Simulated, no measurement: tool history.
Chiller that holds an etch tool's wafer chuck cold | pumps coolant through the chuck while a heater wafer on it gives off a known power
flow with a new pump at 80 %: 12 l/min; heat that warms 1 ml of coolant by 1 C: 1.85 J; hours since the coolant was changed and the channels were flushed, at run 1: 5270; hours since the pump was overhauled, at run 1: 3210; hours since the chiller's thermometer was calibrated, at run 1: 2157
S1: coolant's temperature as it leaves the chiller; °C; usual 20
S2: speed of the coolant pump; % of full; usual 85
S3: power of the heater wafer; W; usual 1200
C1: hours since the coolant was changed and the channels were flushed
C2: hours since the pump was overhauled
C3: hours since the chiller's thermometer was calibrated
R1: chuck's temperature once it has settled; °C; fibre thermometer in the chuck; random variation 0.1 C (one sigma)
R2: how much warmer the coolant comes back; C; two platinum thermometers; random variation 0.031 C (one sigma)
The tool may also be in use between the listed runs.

run	hour	S1	S2	S3	C1	C2	C3	R1	R2
1	0	20	85	1200	5270	3210	2157	29.5	3.25
2	35.3	20	85	1200	5305	3245	2192	29.7	3.25
3	84.2	20	85	1200	5354	3294	2241	29.8	3.22
# hour 125.2: chiller's thermometer calibrated
4	136.1	20	89	1200	5405	3345	11	29.1	3.11
5	187.6	25	85	1200	5457	3396	62	34.4	3.22
6	249.7	25	85	632	5519	3458	125	29.9	1.65
7	331	20	74	1200	5600	3540	206	30.2	3.71
8	384.6	20	85	1200	5654	3593	259	29.4	3.23
9	456.1	20	85	1200	5725	3665	331	29.7	3.29
10	492.9	20	68	1200	5762	3702	368	30.9	4.11
11	529.3	20	68	1200	5798	3738	404	30.8	4.08
12	610	20	72	1200	5879	3819	485	30.6	3.87
13	664.8	20	72	1200	5934	3874	540	30.6	3.87
14	717.1	20	72	1200	5986	3926	592	30.5	3.88
15	761.4	17	96	1200	6030	3970	636	25.8	2.84
16	808.9	20	69	1476	6078	4018	684	33.6	4.89
17	852.1	19	68	1476	6121	4061	727	32.6	5.04
18	888.9	19	68	1476	6158	4098	764	32.6	5.04
19	924.1	17	66	716	6193	4133	799	23.8	2.5
# hour 953.9: coolant changed, channels flushed
20	1006	11	100	1002	52	4209	875	17.2	2.28
21	1072.9	15	86	819	119	4276	942	20.7	2.2
22	1128.4	15	86	819	175	4331	997	20.9	2.16
23	1196.6	15	86	819	243	4399	1065	21	2.2
24	1229.4	15	86	819	276	4432	1098	20.8	2.15
25	1292.5	11	73	907	339	4495	1161	18.1	2.88
26	1334.3	26	95	623	380	4537	1203	30.3	1.52
27	1404.2	10	85	1200	450	4607	1273	18.7	3.3

Forecast each of these 4 alternatives for the next run:
A	1482.3	18	67	601	528	4685	1351	?	?
B	1482.3	20	82	809	528	4685	1351	?	?
C	1482.3	20	60	1200	528	4685	1351	?	?
D	1482.3	14	85	1346	528	4685	1351	?	?

run	R1	R2
A	23	2.13
B	26.2	2.26
C	30.7	4.67
D	23.7	3.68
Without the tool's hidden state the same runs would have given:
run	R1	R2
A	22.5	1.98
B	25.7	2.09
C	29.8	4.32
D	22.9	3.41
